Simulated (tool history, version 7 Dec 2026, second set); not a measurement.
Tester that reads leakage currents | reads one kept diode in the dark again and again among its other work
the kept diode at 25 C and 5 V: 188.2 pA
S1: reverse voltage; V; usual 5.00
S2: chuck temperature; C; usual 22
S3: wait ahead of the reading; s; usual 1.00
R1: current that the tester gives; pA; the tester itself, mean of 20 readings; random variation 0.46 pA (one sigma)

{"run": 1, "hour": 0.0, "S1": 5.0, "S2": 22, "S3": 1.0, "R1": 153.21}
{"run": 2, "hour": 56.0, "S1": 5.0, "S2": 22, "S3": 1.0, "R1": 152.28}
{"run": 3, "hour": 115.5, "S1": 6.67, "S2": 22, "S3": 1.0, "R1": 172.04}
{"run": 4, "hour": 178.7, "S1": 6.67, "S2": 22, "S3": 1.0, "R1": 171.4}
{"run": 5, "hour": 247.9, "S1": 6.67, "S2": 22, "S3": 1.0, "R1": 172.19}
{"run": 6, "hour": 315.3, "S1": 6.67, "S2": 22, "S3": 1.0, "R1": 171.4}
{"run": 7, "hour": 352.9, "S1": 5.0, "S2": 22, "S3": 1.0, "R1": 152.08}
{"run": 8, "hour": 407.2, "S1": 5.0, "S2": 22, "S3": 1.0, "R1": 152.56}
{"run": 9, "hour": 471.1, "S1": 5.0, "S2": 22, "S3": 1.0, "R1": 153.95}
{"run": 10, "hour": 531.6, "S1": 5.0, "S2": 22, "S3": 1.0, "R1": 152.32}
{"run": 11, "hour": 588.9, "S1": 9.71, "S2": 22, "S3": 0.76, "R1": 201.37}
{"run": 12, "hour": 622.9, "S1": 9.71, "S2": 22, "S3": 0.76, "R1": 201.81}
{"run": 13, "hour": 687.2, "S1": 12.27, "S2": 46, "S3": 2.46, "R1": 1141.48}
{"run": 14, "hour": 746.6, "S1": 1.29, "S2": 22, "S3": 2.54, "R1": 87.96}
{"run": 15, "hour": 785.8, "S1": 1.22, "S2": 33, "S3": 1.42, "R1": 189.65}
{"run": 16, "hour": 827.3, "S1": 1.22, "S2": 33, "S3": 1.42, "R1": 190.26}
{"run": 17, "hour": 897.6, "S1": 5.0, "S2": 22, "S3": 0.67, "R1": 154.12}

3 ways to go on from here, each from the tool as it stands after run 17. What would each give?
{"run": "A", "hour": 952.3, "S1": 8.78, "S2": 50, "S3": 1.74, "R1": "?"}
{"run": "B", "hour": 952.3, "S1": 5.0, "S2": 41, "S3": 1.0, "R1": "?"}
{"run": "C", "hour": 952.3, "S1": 5.89, "S2": 35, "S3": 0.88, "R1": "?"}

run=A R1=1285.17
run=B R1=578.23
run=C R1=412.06
Without the tool's hidden state the same runs would have given:
run=A R1=1283.70
run=B R1=577.54
run=C R1=411.55
